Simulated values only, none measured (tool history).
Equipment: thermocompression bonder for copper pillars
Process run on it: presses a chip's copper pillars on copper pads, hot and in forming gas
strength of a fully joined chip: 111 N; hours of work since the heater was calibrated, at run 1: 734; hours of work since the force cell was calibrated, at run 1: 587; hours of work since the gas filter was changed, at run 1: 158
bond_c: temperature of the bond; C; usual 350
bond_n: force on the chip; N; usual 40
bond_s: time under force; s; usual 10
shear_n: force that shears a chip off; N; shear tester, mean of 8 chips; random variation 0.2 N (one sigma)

run   hour  bond_c  bond_n  bond_s  hours of work since the heater was calibrated  hours of work since the force cell was calibrated  hours of work since the gas filter was changed  shear_n
  1    0.0     350      40      10                                            734                                                587                                             158     41.8
  2   12.3     350      40      10                                            741                                                595                                             165     41.6
  3   30.6     350      40      10                                            753                                                606                                             177     41.9
  4   43.7     350      40      10                                            762                                                615                                             186     42.2
  5   61.4     350      40      10                                            773                                                626                                             197     41.5
  6   74.3     350      40      10                                            781                                                635                                             205     41.8
  7   92.3     324      40      10                                            793                                                646                                             217     34.8
  8  113.5     350      40       9                                            807                                                660                                             231     40.1
  9  136.8     350      40       9                                            822                                                675                                             246     39.8
 10  151.5     350      40       9                                            831                                                684                                             255     39.9
     164.5  -- forming gas filter changed
 11  166.3     350      40      25                                            840                                                694                                               1     60.4
 12  184.6     334      40      10                                            852                                                705                                              13     38.9
 13  206.7     334      40      10                                            867                                                720                                              27     38.4
 14  228.1     352      40      10                                            880                                                733                                              41     43.8
 15  248.2     352      40      10                                            893                                                746                                              54     43.7
 16  269.2     352      40      10                                            907                                                760                                              68     43.6
 17  282.5     352      40      10                                            915                                                768                                              76     43.6
 18  295.8     352      40      11                                            924                                                777                                              85     45.9
 19  314.3     352      40      11                                            936                                                789                                              97     45.3
 20  335.3     352      40      11                                            949                                                803                                             110     45.1
 21  359.0     352      40      11                                            965                                                818                                             125     45.1
 22  375.7     352      40      11                                            976                                                829                                             136     45.1
 23  398.5     337      60      22                                            990                                                843                                             151     69.8

Run 24 is up next; what results do you expect?
 24  411.5     337      60      22                                            999                                                852                                             159        ?

Run 24 gave shear_n 69.7 N.
If the tool had no hidden condition, the same run with the same run-to-run variation would have returned shear_n 67.1 N.
